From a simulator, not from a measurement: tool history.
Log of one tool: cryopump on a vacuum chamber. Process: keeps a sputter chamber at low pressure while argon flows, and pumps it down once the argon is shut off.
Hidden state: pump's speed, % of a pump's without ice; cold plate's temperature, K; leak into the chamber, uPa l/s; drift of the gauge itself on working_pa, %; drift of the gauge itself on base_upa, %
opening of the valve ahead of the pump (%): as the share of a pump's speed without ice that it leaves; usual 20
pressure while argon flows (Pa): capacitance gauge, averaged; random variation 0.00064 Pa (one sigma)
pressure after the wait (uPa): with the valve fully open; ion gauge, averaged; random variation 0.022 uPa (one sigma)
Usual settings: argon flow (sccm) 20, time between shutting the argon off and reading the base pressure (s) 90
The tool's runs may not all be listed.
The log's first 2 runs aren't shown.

run,hour,argon flow (sccm),time between shutting the argon off and reading the base pressure (s),opening of the valve ahead of the pump (%),hours of work since the pump was warmed up and emptied,hours of work since the cold head was overhauled,hours of work since the chamber's fittings were tightened,pressure while argon flows (Pa),pressure after the wait (uPa)
3,34.6,20,90,20,300,300,15,0.1013,0.65
4,46,20,90,20,306,306,22,0.1025,0.65
5,64.3,20,90,20,317,317,33,0.103,0.66
6,89.4,20,90,20,332,332,48,0.1011,0.7
7,110.1,20,90,58,345,345,60,0.0386,0.69
8,133.4,20,90,24,358,358,74,0.087,0.71
9,154.8,20,90,24,371,371,86,0.0863,0.69
10,169.8,20,90,24,380,380,95,0.0865,0.77
11,192,20,90,24,393,393,109,0.0868,0.78
12,215.7,20,90,24,407,407,123,0.0869,0.74
13,232.2,20,90,24,417,417,132,0.0877,0.84
14,253.8,17,90,24,430,430,145,0.0735,0.76
15,276.7,20,205,20,444,444,159,0.1042,0.59
16,297.1,20,205,20,456,456,171,0.1043,0.6
17,314.5,22,37,31,466,466,181,0.0769,1.43
18,337.8,22,37,31,480,480,195,0.0775,1.4
19,354.2,20,98,21,490,490,205,0.0994,0.82
20,373.3,30,116,44,501,501,216,0.0777,0.77
21,389,30,44,44,510,510,226,0.0769,1.29

Forecast run 22:
22,412.8,20,30,33,524,524,240,?,?

pressure while argon flows (Pa): 0.0662
pressure after the wait (uPa): 1.66
Without the tool's hidden state the same run would have given pressure while argon flows (Pa) 0.0592, pressure after the wait (uPa) 1.31.

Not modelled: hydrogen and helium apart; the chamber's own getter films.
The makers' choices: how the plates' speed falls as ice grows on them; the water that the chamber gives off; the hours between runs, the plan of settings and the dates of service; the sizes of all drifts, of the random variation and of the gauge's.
